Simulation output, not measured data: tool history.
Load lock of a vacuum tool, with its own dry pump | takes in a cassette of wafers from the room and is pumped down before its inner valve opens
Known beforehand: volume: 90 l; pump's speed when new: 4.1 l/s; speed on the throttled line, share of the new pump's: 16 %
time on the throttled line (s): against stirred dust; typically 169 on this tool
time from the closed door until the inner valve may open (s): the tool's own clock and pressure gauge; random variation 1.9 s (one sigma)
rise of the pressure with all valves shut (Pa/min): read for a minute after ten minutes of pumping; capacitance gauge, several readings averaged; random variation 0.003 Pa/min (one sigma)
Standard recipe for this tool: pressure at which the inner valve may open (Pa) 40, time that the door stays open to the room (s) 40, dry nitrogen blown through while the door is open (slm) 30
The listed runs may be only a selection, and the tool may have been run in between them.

| run | hour | time on the throttled line (s) | pressure at which the inner valve may open (Pa) | time that the door stays open to the room (s) | dry nitrogen blown through while the door is open (slm) | incoming humidity of the room's air, % | time from the closed door until the inner valve may open (s) | rise of the pressure with all valves shut (Pa/min) |
|---|---|---|---|---|---|---|---|---|
| 1 | 0.0 | 169 | 40 | 40 | 30 | 41.9 | 316.3 | 0.167 |
| 2 | 282.5 | 169 | 40 | 40 | 30 | 46.6 | 317.0 | 0.174 |
| 3 | 510.5 | 187 | 40 | 40 | 30 | 45.0 | 333.6 | 0.185 |
| 4 | 697.1 | 187 | 40 | 40 | 30 | 44.8 | 334.4 | 0.180 |
| 5 | 993.0 | 187 | 40 | 40 | 30 | 45.7 | 333.5 | 0.187 |
| 6 | 1276.5 | 187 | 40 | 40 | 30 | 45.5 | 337.0 | 0.200 |
| 7 | 1464.6 | 187 | 40 | 40 | 30 | 45.8 | 336.6 | 0.206 |
| 8 | 1769.7 | 187 | 40 | 40 | 30 | 43.1 | 338.0 | 0.214 |
| 9 | 2058.0 | 187 | 30 | 40 | 30 | 46.2 | 345.8 | 0.230 |
| 10 | 2385.1 | 187 | 30 | 40 | 30 | 45.1 | 349.0 | 0.237 |
| 11 | 2638.8 | 169 | 71 | 40 | 30 | 40.8 | 312.1 | 0.237 |
|  | 2678.1 | door's seal changed, seat wiped |
| 12 | 2963.9 | 169 | 40 | 195 | 39 | 42.7 | 328.1 | 0.016 |
| 13 | 3247.4 | 235 | 62 | 95 | 20 | 50.3 | 373.6 | 0.024 |
| 14 | 3432.6 | 235 | 80 | 83 | 20 | 46.3 | 368.7 | 0.020 |
| 15 | 3655.0 | 215 | 34 | 40 | 8 | 44.5 | 372.2 | 0.027 |
| 16 | 3917.1 | 256 | 34 | 40 | 24 | 42.1 | 407.4 | 0.024 |
| 17 | 4230.5 | 256 | 80 | 40 | 5 | 44.7 | 389.1 | 0.028 |
| 18 | 4423.7 | 256 | 80 | 40 | 5 | 43.3 | 389.7 | 0.032 |
| 19 | 4562.2 | 256 | 80 | 34 | 42 | 43.2 | 388.9 | 0.019 |
| 20 | 4781.6 | 256 | 80 | 34 | 42 | 47.1 | 394.0 | 0.029 |

Here are 3 independent what-if runs from the current tool condition. What would each one return?
| A | 4931.1 | 169 | 40 | 63 | 30 | 43.3 | ? | ? |
| B | 4931.1 | 135 | 57 | 34 | 9 | 42.7 | ? | ? |
| C | 4931.1 | 169 | 32 | 208 | 18 | 44.9 | ? | ? |

| run | time from the closed door until the inner valve may open (s) | rise of the pressure with all valves shut (Pa/min) |
|---|---|---|
| A | 341.9 | 0.026 |
| B | 304.8 | 0.031 |
| C | 347.6 | 0.036 |
Without the tool's unlogged condition, the same runs would have read:
| run | time from the closed door until the inner valve may open (s) | rise of the pressure with all valves shut (Pa/min) |
|---|---|---|
| A | 317.6 | 0.010 |
| B | 280.4 | 0.015 |
| C | 322.1 | 0.020 |
